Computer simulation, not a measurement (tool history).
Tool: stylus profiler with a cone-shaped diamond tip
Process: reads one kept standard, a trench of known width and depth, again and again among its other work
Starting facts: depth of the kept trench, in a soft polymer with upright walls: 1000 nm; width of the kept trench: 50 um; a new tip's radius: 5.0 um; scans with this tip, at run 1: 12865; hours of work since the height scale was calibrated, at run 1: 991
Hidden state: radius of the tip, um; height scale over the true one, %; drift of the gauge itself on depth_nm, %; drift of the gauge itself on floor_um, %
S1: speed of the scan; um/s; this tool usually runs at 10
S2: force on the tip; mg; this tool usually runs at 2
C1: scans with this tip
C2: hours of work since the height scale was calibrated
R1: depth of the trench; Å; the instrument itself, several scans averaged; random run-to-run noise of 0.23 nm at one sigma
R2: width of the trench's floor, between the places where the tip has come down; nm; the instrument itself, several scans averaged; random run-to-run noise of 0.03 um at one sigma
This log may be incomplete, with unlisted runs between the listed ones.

run,day,S1,S2,C1,C2,R1,R2
1,0,10,2,12865,991,10086.9,41570
2,3.15,10,2,13378,1030,10085,41450
3,7.062,4,2,14014,1079,10082.6,41470
4,12.104,10,2,14834,1143,10084.6,41250
5,16.858,10,2,15607,1202,10083.9,41160
6,20.692,10,2,16231,1250,10079,41060
7,25.146,10,2,16956,1306,10079.1,40880
8,27.646,10,2,17362,1337,10080.4,40910
9,31.625,10,2,18009,1387,10080.3,40730
10,36.142,10,2,18744,1444,10078.9,40680
11,39.042,10,4.96,19216,1480,10164.9,40650
12,41.442,10,4.96,19606,1510,10165.3,40590
13,44.167,10,4.96,20049,1544,10167.4,40450
14,46.792,10,4.96,20476,1577,10159.3,40450
15,50.412,3,2,21065,1622,10072.9,40350
16,53.212,10,2,21521,1658,10075.1,40250
17,57.333,10,2,22191,1709,10068.9,40210
18,61.938,10,2,22939,1767,10071.6,40060
19,66.996,3,4.4,23762,1830,10142.4,40040
20,69.538,4,1.35,24176,1862,10046.9,39920
21,74.617,4,1.35,25002,1926,10043.3,39900
22,77.458,13,0.72,25464,1961,10013.7,39680
23,79.696,8,3.61,25828,1989,10117.1,39720
24,82.454,8,0.99,26277,2024,10026.3,39650
25,85.583,8,0.99,26786,2063,10032.7,39520
# day 85.95: height scale calibrated on a step standard
26,87.825,8,0.99,27146,23,9997.4,39530
27,91.025,8,0.99,27667,64,10002.3,39460
28,93.292,10,2.1,28036,92,10044.6,39450
29,97.921,6,2.47,28789,150,10052.1,39360
# day 100.375: height scale calibrated on a step standard, once more
30,103.062,30,0.92,29622,34,10058.4,39000
31,108.071,10,1.58,30436,96,10084.5,39130
32,112.862,10,1.58,31215,156,10086.3,39010
33,116.733,9,0.81,31845,205,10054,38960
34,120.062,9,0.81,32387,247,10050.9,38880
35,122.225,5,2.51,32738,274,10110.5,38840
36,125.092,3,5.77,33205,310,10198.3,38870

Each run again, without the hidden state but with its own random variation kept:
run,R1,R2
1,10105.8,43970
2,10104.6,43930
3,10102.9,44050
4,10106.1,43950
5,10106.4,43980
6,10102.3,43980
7,10103.3,43900
8,10105.2,44000
9,10106.1,43910
10,10105.6,43960
11,10192.5,43990
12,10193.4,44000
13,10196.2,43920
14,10188.6,43990
15,10102.7,43960
16,10105.5,43920
17,10100.2,43970
18,10103.8,43920
19,10176,44010
20,10080.8,43950
21,10078.3,44040
22,10049.1,43880
23,10153.4,43970
24,10062.9,43940
25,10070,43880
26,10060.9,43940
27,10066.5,43930
28,10109.5,43970
29,10118.2,43970
30,10062.3,43720
31,10089.5,43940
32,10092.3,43910
33,10060.8,43940
34,10058.4,43930
35,10118.5,43930
36,10207.1,44010
